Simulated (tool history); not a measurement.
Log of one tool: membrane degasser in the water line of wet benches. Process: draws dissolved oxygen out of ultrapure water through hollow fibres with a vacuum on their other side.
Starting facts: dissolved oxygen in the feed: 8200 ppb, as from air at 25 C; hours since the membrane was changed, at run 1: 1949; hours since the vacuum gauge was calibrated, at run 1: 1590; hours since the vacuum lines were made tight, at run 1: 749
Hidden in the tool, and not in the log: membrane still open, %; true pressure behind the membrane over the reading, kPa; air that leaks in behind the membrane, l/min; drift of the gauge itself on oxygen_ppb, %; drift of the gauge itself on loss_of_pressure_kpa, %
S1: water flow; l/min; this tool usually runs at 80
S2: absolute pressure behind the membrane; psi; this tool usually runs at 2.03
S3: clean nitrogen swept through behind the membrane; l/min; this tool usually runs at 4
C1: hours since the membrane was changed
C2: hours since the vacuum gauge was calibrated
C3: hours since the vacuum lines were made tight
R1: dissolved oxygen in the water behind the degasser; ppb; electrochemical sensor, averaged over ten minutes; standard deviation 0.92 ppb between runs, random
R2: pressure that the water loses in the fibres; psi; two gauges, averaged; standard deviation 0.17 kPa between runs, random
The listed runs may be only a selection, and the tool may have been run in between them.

| run | hour | S1 | S2 | S3 | C1 | C2 | C3 | R1 | R2 |
|---|---|---|---|---|---|---|---|---|---|
| 1 | 0 | 80 | 2.03 | 4 | 1949 | 1590 | 749 | 461.9 | 4.003 |
| 2 | 40.5 | 80 | 2.94 | 4 | 1989 | 1631 | 790 | 707 | 3.928 |
| 3 | 84.6 | 80 | 2.94 | 4 | 2033 | 1675 | 834 | 706.5 | 3.987 |
| 4 | 116 | 80 | 2.94 | 4 | 2065 | 1707 | 865 | 704.8 | 3.997 |
| 5 | 145.3 | 80 | 2.94 | 4 | 2094 | 1736 | 894 | 701.8 | 3.938 |
| 6 | 185.3 | 80 | 2.03 | 4 | 2134 | 1776 | 934 | 460.8 | 3.961 |
| 7 | 229.4 | 80 | 2.03 | 4 | 2178 | 1820 | 979 | 458.3 | 3.945 |
| 8 | 259.5 | 95 | 2.03 | 4 | 2208 | 1850 | 1009 | 534.1 | 4.659 |
| 9 | 286.8 | 95 | 2.03 | 4 | 2235 | 1877 | 1036 | 535.5 | 4.669 |
| 10 | 312.5 | 95 | 2.7 | 4 | 2261 | 1903 | 1062 | 736.8 | 4.693 |
| 11 | 354.6 | 95 | 2.7 | 4 | 2303 | 1945 | 1104 | 737.9 | 4.728 |
| 12 | 401 | 95 | 2.7 | 4 | 2350 | 1991 | 1150 | 737.7 | 4.675 |
| 13 | 441.3 | 95 | 2.7 | 4 | 2390 | 2032 | 1190 | 732.1 | 4.759 |
| 14 | 466.9 | 80 | 2.03 | 1.98 | 2416 | 2057 | 1216 | 794.6 | 3.916 |
| 15 | 517.3 | 80 | 2.03 | 1.98 | 2466 | 2108 | 1266 | 790.8 | 3.991 |
| 16 | 550.4 | 80 | 2.03 | 1.98 | 2499 | 2141 | 1300 | 792.6 | 3.98 |
| 17 | 583.5 | 80 | 2.03 | 1.98 | 2532 | 2174 | 1333 | 791.6 | 4.018 |
| 18 | 628.6 | 55 | 2.03 | 1.98 | 2577 | 2219 | 1378 | 587.1 | 2.688 |
| 19 | 673.2 | 74 | 2.03 | 2.09 | 2622 | 2264 | 1422 | 714.3 | 3.693 |
| 20 | 722.3 | 75 | 2.03 | 4 | 2671 | 2313 | 1471 | 424.3 | 3.739 |

What does the tool deliver on the next run?
| 21 | 748.5 | 126 | 2.38 | 6.37 | 2697 | 2339 | 1498 | ? | ? |

{"run 21": {"R1": 573.1, "R2": 6.203}}
Without the tool's hidden state the same run would have given R1 587.7 ppb, R2 6.199 psi.
